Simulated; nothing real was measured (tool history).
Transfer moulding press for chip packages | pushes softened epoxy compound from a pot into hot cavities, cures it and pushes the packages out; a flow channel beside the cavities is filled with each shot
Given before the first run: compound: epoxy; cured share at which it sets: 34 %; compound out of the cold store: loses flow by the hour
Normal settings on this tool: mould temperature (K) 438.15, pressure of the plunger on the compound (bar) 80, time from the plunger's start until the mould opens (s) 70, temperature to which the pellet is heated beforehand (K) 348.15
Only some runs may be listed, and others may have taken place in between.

run,hour,mould temperature (K),pressure of the plunger on the compound (bar),time from the plunger's start until the mould opens (s),temperature to which the pellet is heated beforehand (K),incoming compound's hours out of the cold store,length that the compound runs in the flow channel (mm),greatest force on the pins that push the packages out (N)
1,0,438.15,80,70,348.15,17.8,709,595
2,16.9,438.15,80,70,348.15,45.3,619,634
# hour 20.5: cavities cleaned with cleaning compound and waxed
3,34.6,438.15,80,70,348.15,46.8,614,528
4,48.8,438.15,80,70,348.15,14.7,723,605
# hour 71.4: cavities cleaned with cleaning compound and waxed
5,73.3,438.15,80,70,348.15,28.3,670,472
6,94.4,438.15,80,70,348.15,33.1,651,558
7,106,438.15,80,70,348.15,43.1,614,618
8,115.5,438.15,80,70,348.15,26.9,678,624
# hour 123.1: cavities cleaned with cleaning compound and waxed
9,130.1,438.15,80,70,348.15,24.4,680,524
10,142.7,436.15,80,70,348.15,26.8,679,642
11,157.7,432.15,63.3,65,358.15,27.1,611,1082
# hour 174.4: cavities cleaned with cleaning compound and waxed
12,180.4,432.15,63.3,65,358.15,35.3,579,813

What does the tool deliver on the next run?
13,193.8,432.15,63.3,65,358.15,31.4,?,?

Run 13 came out at length that the compound runs in the flow channel (mm) 594, greatest force on the pins that push the packages out (N) 941.
Without the tool's hidden state the same run would have given length that the compound runs in the flow channel (mm) 621, greatest force on the pins that push the packages out (N) 727.
